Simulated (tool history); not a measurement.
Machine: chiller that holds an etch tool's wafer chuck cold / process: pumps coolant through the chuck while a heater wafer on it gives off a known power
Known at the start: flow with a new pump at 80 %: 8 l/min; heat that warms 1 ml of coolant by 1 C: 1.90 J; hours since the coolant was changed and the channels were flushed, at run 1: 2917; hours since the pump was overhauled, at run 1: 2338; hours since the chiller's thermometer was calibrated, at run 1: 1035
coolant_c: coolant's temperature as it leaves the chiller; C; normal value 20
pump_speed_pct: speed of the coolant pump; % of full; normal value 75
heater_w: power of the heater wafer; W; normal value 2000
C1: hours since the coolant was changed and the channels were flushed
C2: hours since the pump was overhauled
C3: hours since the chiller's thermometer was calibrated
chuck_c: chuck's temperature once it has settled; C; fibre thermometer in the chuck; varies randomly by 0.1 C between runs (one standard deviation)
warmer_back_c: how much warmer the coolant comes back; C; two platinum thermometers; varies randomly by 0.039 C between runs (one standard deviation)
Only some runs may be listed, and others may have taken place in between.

Run 1, hour 0: usual settings; C1 2917; C2 2338; C3 1035. Result: chuck_c 35.7 C, warmer_back_c 8.72 C.
Run 2, hour 58.9: usual settings; C1 2976; C2 2397; C3 1094. Result: chuck_c 35.8 C, warmer_back_c 8.78 C.
Run 3, hour 85.7: usual settings; C1 3003; C2 2424; C3 1121. Result: chuck_c 35.5 C, warmer_back_c 8.79 C.
Run 4, hour 140.4: usual settings but coolant_c 13 C; C1 3058; C2 2479; C3 1176. Result: chuck_c 28.6 C, warmer_back_c 8.81 C.
Run 5, hour 186.4: usual settings; C1 3104; C2 2525; C3 1222. Result: chuck_c 35.5 C, warmer_back_c 8.76 C.
Run 6, hour 213.1: usual settings but heater_w 1500 W; C1 3130; C2 2551; C3 1248. Result: chuck_c 31.8 C, warmer_back_c 6.55 C.
Run 7, hour 267.2: usual settings but heater_w 1500 W; C1 3184; C2 2605; C3 1302. Result: chuck_c 31.7 C, warmer_back_c 6.53 C.
Run 8, hour 315.5: usual settings but heater_w 1500 W; C1 3233; C2 2654; C3 1351. Result: chuck_c 31.8 C, warmer_back_c 6.58 C.
Run 9, hour 375.7: usual settings but heater_w 1500 W; C1 3293; C2 2714; C3 1411. Result: chuck_c 31.5 C, warmer_back_c 6.64 C.
Run 10, hour 430.9: usual settings but heater_w 1500 W; C1 3348; C2 2769; C3 1466. Result: chuck_c 31.6 C, warmer_back_c 6.62 C.
Run 11, hour 477.3: usual settings; C1 3395; C2 2816; C3 1513. Result: chuck_c 35.7 C, warmer_back_c 8.8 C.
Run 12, hour 512: usual settings but coolant_c 24 C; C1 3429; C2 2850; C3 1547. Result: chuck_c 39.6 C, warmer_back_c 8.85 C.
Run 13, hour 566.6: usual settings but coolant_c 24 C; C1 3484; C2 2905; C3 1602. Result: chuck_c 39.7 C, warmer_back_c 8.84 C.
Run 14, hour 605.9: usual settings but coolant_c 24 C; C1 3523; C2 2944; C3 1641. Result: chuck_c 39.8 C, warmer_back_c 8.89 C.
Run 15, hour 665.9: usual settings but coolant_c 24 C; C1 3583; C2 3004; C3 1701. Result: chuck_c 39.8 C, warmer_back_c 8.89 C.
Run 16, hour 693.4: usual settings but coolant_c 24 C; C1 3611; C2 3032; C3 1729. Result: chuck_c 39.8 C, warmer_back_c 8.87 C.
Run 17, hour 718.3: usual settings but heater_w 1575 W; C1 3636; C2 3057; C3 1754. Result: chuck_c 32.4 C, warmer_back_c 6.95 C.
Run 18, hour 750.7: usual settings but heater_w 1575 W; C1 3668; C2 3089; C3 1786. Result: chuck_c 32.2 C, warmer_back_c 6.96 C.
Run 19, hour 796.4: usual settings but coolant_c 23 C, pump_speed_pct 63 % of full, heater_w 1781 W; C1 3714; C2 3135; C3 1832. Result: chuck_c 39.4 C, warmer_back_c 9.61 C.
Run 20, hour 825.4: usual settings but coolant_c 19 C, pump_speed_pct 71 % of full, heater_w 1054 W; C1 3743; C2 3164; C3 1861. Result: chuck_c 27.8 C, warmer_back_c 4.93 C.
Run 21, hour 877.2: usual settings but coolant_c 25 C, heater_w 1018 W; C1 3794; C2 3215; C3 1912. Result: chuck_c 33.2 C, warmer_back_c 4.52 C.
Run 22, hour 926.7: usual settings but coolant_c 25 C, pump_speed_pct 73 % of full, heater_w 2457 W; C1 3844; C2 3265; C3 1962. Result: chuck_c 44.8 C, warmer_back_c 11.23 C.
Run 23, hour 954.1: usual settings but coolant_c 28 C, pump_speed_pct 92 % of full, heater_w 2565 W; C1 3871; C2 3292; C3 1989. Result: chuck_c 45.2 C, warmer_back_c 9.11 C.
Run 24, hour 1013: usual settings but pump_speed_pct 92 % of full, heater_w 2289 W; C1 3930; C2 3351; C3 2048. Result: chuck_c 35 C, warmer_back_c 8.15 C.
Run 25, hour 1069.2: usual settings but pump_speed_pct 92 % of full, heater_w 2289 W; C1 3986; C2 3407; C3 2104. Result: chuck_c 35.2 C, warmer_back_c 8 C.
Run 26, hour 1109.4: usual settings but coolant_c 19 C, heater_w 1757 W; C1 4027; C2 3448; C3 2145. Result: chuck_c 32.7 C, warmer_back_c 7.76 C.
Run 27, hour 1157.3: usual settings but coolant_c 19 C, heater_w 1757 W; C1 4074; C2 3495; C3 2193. Result: chuck_c 33 C, warmer_back_c 7.86 C.
Run 28, hour 1203.5: usual settings but coolant_c 19 C, heater_w 1757 W; C1 4121; C2 3542; C3 2239. Result: chuck_c 33 C, warmer_back_c 7.76 C.
Run 29, hour 1248.4: usual settings but coolant_c 13 C, heater_w 1872 W; C1 4166; C2 3587; C3 2284. Result: chuck_c 27.8 C, warmer_back_c 8.32 C.
Run 30, hour 1291.4: usual settings but coolant_c 13 C, heater_w 1872 W; C1 4209; C2 3630; C3 2327. Result: chuck_c 27.7 C, warmer_back_c 8.38 C.
Run 31, hour 1333.7: usual settings but coolant_c 28 C; C1 4251; C2 3672; C3 2369. Result: chuck_c 43.7 C, warmer_back_c 8.91 C.

Measured less the same run without the tool's hidden state. The same run-to-run variation is in both; the gauge's scatter may not be:
The hidden state here: heat passed by the chuck's channels, % of clean ones'; flow at a given pump speed, % of a new pump's; coolant's true temperature over the reading, C; drift of the gauge itself on chuck_c, C; drift of the gauge itself on warmer_back_c, C.
run  chuck_c  warmer_back_c
  1     +0.7          +0.27
  2     +0.7          +0.28
  3     +0.8          +0.28
  4     +0.8          +0.29
  5     +0.7           +0.3
  6     +0.6          +0.22
  7     +0.5          +0.22
  8     +0.6          +0.23
  9     +0.6          +0.24
 10     +0.6          +0.24
 11     +0.8          +0.33
 12     +0.8          +0.34
 13     +0.8          +0.35
 14     +0.8          +0.34
 15     +0.9          +0.35
 16     +0.9          +0.36
 17     +0.7          +0.28
 18     +0.7          +0.28
 19       +1           +0.4
 20     +0.5          +0.21
 21     +0.5           +0.2
 22     +1.2          +0.49
 23     +1.1           +0.4
 24     +0.9          +0.37
 25     +0.9          +0.37
 26     +0.8          +0.36
 27     +0.8          +0.37
 28     +0.9          +0.37
 29       +1           +0.4
 30     +0.9          +0.41
 31       +1          +0.43
